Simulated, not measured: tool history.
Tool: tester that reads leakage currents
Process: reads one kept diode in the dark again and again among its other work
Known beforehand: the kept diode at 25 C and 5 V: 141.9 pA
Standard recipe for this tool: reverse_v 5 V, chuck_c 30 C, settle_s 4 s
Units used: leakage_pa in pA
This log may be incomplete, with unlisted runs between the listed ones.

run   hour  reverse_v  chuck_c  settle_s  leakage_pa
  1      0          5       30         4      273.89
  2   36.9          5       30         4      275.03
  3   60.7          5       30         4      274.97
  4   84.3          5       30         4      275.49
  5  121.5          5       30         4      276.55
  6  146.1          5       30         4      277.37
  7    170       1.97       30         4      193.09
  8  201.2       1.97       30         4      194.12
  9  228.1       1.97       30         4      193.61
 10  251.9          5       30         4      278.33
 11  276.6          5       30         4      280.14
 12  298.6          5       43         4      863.94
 13  335.2       2.37       30         4       209.1
 14  356.1       2.37       30         4      210.89
 15  378.1       2.37       30         4      209.83
 16  400.7       2.37       30         4       210.3
 17  430.4       2.37       30         4      210.32
 18  449.7       2.37       30         4      211.11
 19  474.4       2.37       30         4      210.68
     493.5  -- probe card cleaned and baked
 20    504      10.77       30         4      362.18
 21  540.2          5       25      0.46      174.01
 22  562.6        3.5       24      2.57      136.68
 23  587.5        3.5       24      2.57      136.52
     607.7  -- chuck's temperature calibrated
 24  610.4       1.25       26      0.34       94.92
 25  645.6       1.25       26      0.34       96.19
 26    674      11.21       30         4      312.46
 27  708.2      11.21       30         4      311.96
 28  733.9       1.33       30       0.5       141.4
 29  761.5          5       48      0.57     1126.64
 30  779.9          5       57         4     2340.21
 31    803          5       57         4     2346.97
 32  835.4      14.08       26       1.8      235.35
 33  854.8       3.91       31      0.98      233.02
 34  877.5       3.91       31      0.98      233.85
 35  914.1        3.3       30      0.54      201.86
 36  934.4       5.22       29      3.25      214.96
 37  951.6       2.01       35      1.37      264.09

Below, some changes in leakage_pa between adjacent runs. For each, the amount present without the hidden state too (settings, incoming material, random variation) and the amount remaining for the hidden state with gauge scatter not shared by both compared results:
Unlogged tool condition in this case: stray current of the dirty probe card, pA a volt; current scale over the true one, %; true chuck temperature over the reading, C; drift of the gauge itself on leakage_pa, %.
Run 11 -> 12: chuck_c 30 -> 43. leakage_pa +583.8 pA: hidden state +78.99, all else +504.81.
Run 12 -> 13: reverse_v 5 -> 2.37, chuck_c 43 -> 30. leakage_pa -654.84 pA: hidden state -93.51, all else -561.33.
Run 20 -> 21: reverse_v 10.77 -> 5, chuck_c 30 -> 25, settle_s 4 -> 0.46. leakage_pa -188.17 pA: hidden state -29.36, all else -158.81.
Run 28 -> 29: reverse_v 1.33 -> 5, chuck_c 30 -> 48, settle_s 0.5 -> 0.57. leakage_pa +985.24 pA: hidden state +8.47, all else +976.77.
Run 29 -> 30: chuck_c 48 -> 57, settle_s 0.57 -> 4. leakage_pa +1213.57 pA: hidden state +10.43, all else +1203.14.
Run 31 -> 32: reverse_v 5 -> 14.08, chuck_c 57 -> 26, settle_s 4 -> 1.8. leakage_pa -2111.62 pA: hidden state -17.98, all else -2093.64.
